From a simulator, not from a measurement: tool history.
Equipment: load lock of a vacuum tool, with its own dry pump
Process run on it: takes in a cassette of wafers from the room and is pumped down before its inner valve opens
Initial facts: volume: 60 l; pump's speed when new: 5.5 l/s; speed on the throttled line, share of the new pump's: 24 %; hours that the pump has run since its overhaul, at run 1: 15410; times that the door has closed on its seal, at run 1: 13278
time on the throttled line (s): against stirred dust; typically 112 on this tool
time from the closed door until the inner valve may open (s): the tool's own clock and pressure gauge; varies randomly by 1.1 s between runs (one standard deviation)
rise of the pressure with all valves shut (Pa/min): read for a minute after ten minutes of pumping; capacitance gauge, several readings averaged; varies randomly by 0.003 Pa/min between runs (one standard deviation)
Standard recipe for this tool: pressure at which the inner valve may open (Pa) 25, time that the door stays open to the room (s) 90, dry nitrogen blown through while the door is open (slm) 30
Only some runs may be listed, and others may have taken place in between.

run	hour	time on the throttled line (s)	pressure at which the inner valve may open (Pa)	time that the door stays open to the room (s)	dry nitrogen blown through while the door is open (slm)	hours that the pump has run since its overhaul	times that the door has closed on its seal	incoming humidity of the room's air, %	time from the closed door until the inner valve may open (s)	rise of the pressure with all valves shut (Pa/min)
1	0.0	112	25	90	30	15410	13278	51.0	192.0	0.049
# hour 264.9: dry pump taken out, an overhauled one fitted
2	311.7	112	36	90	30	47	13656	45.2	173.8	0.052
3	651.3	112	36	90	30	386	14076	42.9	173.4	0.051
4	1100.1	112	36	90	30	835	14631	42.9	174.5	0.052
5	1516.8	112	25	209	30	1252	15146	46.4	173.4	0.077
6	2105.5	112	25	209	30	1841	15874	44.5	175.2	0.076
7	2676.3	112	25	196	30	2411	16580	42.6	178.2	0.076
8	3017.0	112	25	113	33	2752	17001	43.8	176.9	0.059
9	3425.6	112	25	113	33	3161	17507	47.2	178.4	0.054
10	3681.7	112	37	43	33	3417	17823	47.1	173.6	0.046
11	4013.2	112	25	75	30	3748	18233	43.0	179.7	0.052
12	4268.4	112	44	90	30	4003	18549	46.8	171.6	0.060
13	4542.7	112	44	90	30	4278	18888	44.8	171.9	0.054

How the hidden state differs across the entries between the runs, from the last listed run before each to the first after it:
Between runs 1 and 2: dry pump taken out, an overhauled one fitted (hour 264.9)
  pump's speed, % of a new pump's: 78.7 -> 100.8; leak at the door's seal, Pa l/s: 0.0178 -> 0.0184
  what was measured, less what the result would be without the hidden state, time from the closed door until the inner valve may open (s): +17.3 -> -0.5; rise of the pressure with all valves shut (Pa/min): +0.016 -> +0.016

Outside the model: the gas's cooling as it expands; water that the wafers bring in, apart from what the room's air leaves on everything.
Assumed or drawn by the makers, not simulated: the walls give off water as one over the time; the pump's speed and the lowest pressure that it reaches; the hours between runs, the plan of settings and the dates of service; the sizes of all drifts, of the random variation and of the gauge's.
